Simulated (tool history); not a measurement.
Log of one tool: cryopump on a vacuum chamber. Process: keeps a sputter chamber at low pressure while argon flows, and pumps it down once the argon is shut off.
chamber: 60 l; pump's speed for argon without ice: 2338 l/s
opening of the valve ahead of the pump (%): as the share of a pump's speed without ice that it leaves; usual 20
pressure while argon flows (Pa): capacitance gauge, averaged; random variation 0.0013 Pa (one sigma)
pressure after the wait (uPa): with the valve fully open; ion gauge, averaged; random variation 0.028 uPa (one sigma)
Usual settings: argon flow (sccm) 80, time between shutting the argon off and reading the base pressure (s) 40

| run | hour | argon flow (sccm) | time between shutting the argon off and reading the base pressure (s) | opening of the valve ahead of the pump (%) | pressure while argon flows (Pa) | pressure after the wait (uPa) |
|---|---|---|---|---|---|---|
| 1 | 0.0 | 80 | 40 | 20 | 0.2887 | 1.35 |
| 2 | 27.6 | 80 | 40 | 20 | 0.2889 | 1.39 |
| 3 | 49.0 | 80 | 40 | 20 | 0.2906 | 1.43 |
| 4 | 67.4 | 80 | 57 | 20 | 0.2921 | 1.03 |
| 5 | 86.5 | 80 | 40 | 20 | 0.2916 | 1.42 |
| 6 | 108.9 | 80 | 40 | 20 | 0.2921 | 1.38 |
| 7 | 135.8 | 80 | 40 | 20 | 0.2938 | 1.46 |
| 8 | 154.3 | 32 | 40 | 20 | 0.1174 | 1.45 |
| 9 | 190.0 | 39 | 40 | 20 | 0.1434 | 1.50 |
| 10 | 217.9 | 39 | 40 | 20 | 0.1439 | 1.45 |
| 11 | 241.3 | 39 | 40 | 20 | 0.1433 | 1.51 |
| 12 | 262.4 | 92 | 40 | 20 | 0.3411 | 1.46 |
| 13 | 277.3 | 92 | 40 | 20 | 0.3384 | 1.49 |
| 14 | 301.4 | 60 | 40 | 20 | 0.2222 | 1.51 |
| 15 | 319.5 | 60 | 40 | 20 | 0.2213 | 1.49 |
| 16 | 345.3 | 56 | 35 | 35 | 0.1204 | 1.65 |
| 17 | 368.9 | 56 | 35 | 35 | 0.1215 | 1.73 |
| 18 | 400.9 | 56 | 35 | 35 | 0.1219 | 1.78 |
| 19 | 415.5 | 56 | 43 | 35 | 0.1219 | 1.49 |

Forecast each of these 3 alternatives for the next run:
| A | 449.8 | 106 | 40 | 20 | ? | ? |
| B | 449.8 | 56 | 43 | 34 | ? | ? |
| C | 449.8 | 71 | 105 | 35 | ? | ? |

| run | pressure while argon flows (Pa) | pressure after the wait (uPa) |
|---|---|---|
| A | 0.3979 | 1.62 |
| B | 0.1254 | 1.47 |
| C | 0.1558 | 0.85 |
Without the tool's hidden state the same runs would have given:
| run | pressure while argon flows (Pa) | pressure after the wait (uPa) |
|---|---|---|
| A | 0.3857 | 1.37 |
| B | 0.1191 | 1.22 |
| C | 0.1476 | 0.61 |
